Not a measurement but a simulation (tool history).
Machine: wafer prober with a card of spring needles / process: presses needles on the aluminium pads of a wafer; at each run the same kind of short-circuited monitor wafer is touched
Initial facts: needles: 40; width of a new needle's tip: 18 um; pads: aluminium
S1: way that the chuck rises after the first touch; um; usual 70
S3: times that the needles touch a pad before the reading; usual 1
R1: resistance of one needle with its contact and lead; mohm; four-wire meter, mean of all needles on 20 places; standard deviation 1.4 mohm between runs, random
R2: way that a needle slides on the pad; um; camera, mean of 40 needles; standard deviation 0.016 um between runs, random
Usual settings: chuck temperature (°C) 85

Run 1, day 0.000: usual settings. Result: R1 163 mohm, R2 9.75 um.
At day 0.242: tips cleaned on abrasive film.
Run 2, day 0.312: usual settings. Result: R1 145 mohm, R2 9.73 um.
Run 3, day 0.538: usual settings. Result: R1 184 mohm, R2 9.71 um.
At day 0.658: tips cleaned on abrasive film.
Run 4, day 0.800: usual settings. Result: R1 156 mohm, R2 9.72 um.
At day 1.075: tips cleaned on abrasive film.
Run 5, day 1.104: usual settings but S1 62 um. Result: R1 140 mohm, R2 8.53 um.
Run 6, day 1.392: usual settings but S1 84 um, chuck temperature (°C) 113. Result: R1 167 mohm, R2 11.68 um.
At day 1.512: tips cleaned on abrasive film.
Run 7, day 1.692: usual settings but S1 66 um, chuck temperature (°C) 47, S3 2. Result: R1 146 mohm, R2 9.13 um.
Run 8, day 1.912: usual settings but S1 75 um, S3 2. Result: R1 162 mohm, R2 10.43 um.
At day 1.962: tips cleaned on abrasive film.
At day 2.392: tips cleaned on abrasive film.
Run 9, day 2.421: usual settings but S1 75 um, S3 2. Result: R1 129 mohm, R2 10.36 um.
At day 2.821: tips cleaned on abrasive film.
Run 10, day 2.858: usual settings but S1 75 um, S3 2. Result: R1 128 mohm, R2 10.37 um.

Branching from run 10: 5 alternative next runs. What would each branch give?
At day 3.238: tips cleaned on abrasive film.
Run A, day 3.238: usual settings but S1 54 um, chuck temperature (°C) 93, S3 2. Result: R1 ?, R2 ?.
At day 3.238: tips cleaned on abrasive film.
Run B, day 3.238: usual settings but chuck temperature (°C) 58, S3 2. Result: R1 ?, R2 ?.
At day 3.238: tips cleaned on abrasive film.
Run C, day 3.238: usual settings but S1 54 um, chuck temperature (°C) 41. Result: R1 ?, R2 ?.
At day 3.238: tips cleaned on abrasive film.
Run D, day 3.238: usual settings but S1 61 um, chuck temperature (°C) 29. Result: R1 ?, R2 ?.
At day 3.238: tips cleaned on abrasive film.
Run E, day 3.238: usual settings but S1 60 um, chuck temperature (°C) 125, S3 2. Result: R1 ?, R2 ?.

run   R1    R2
  A  134  7.38
  B  121  9.67
  C  128  7.34
  D  123  8.37
  E  136  8.23
Take away the tool's hidden state, keep each run's random variation, and the runs would have read:
run   R1     R2
  A  129   7.70
  B  118  10.00
  C  120   7.67
  D  117   8.70
  E  132   8.56
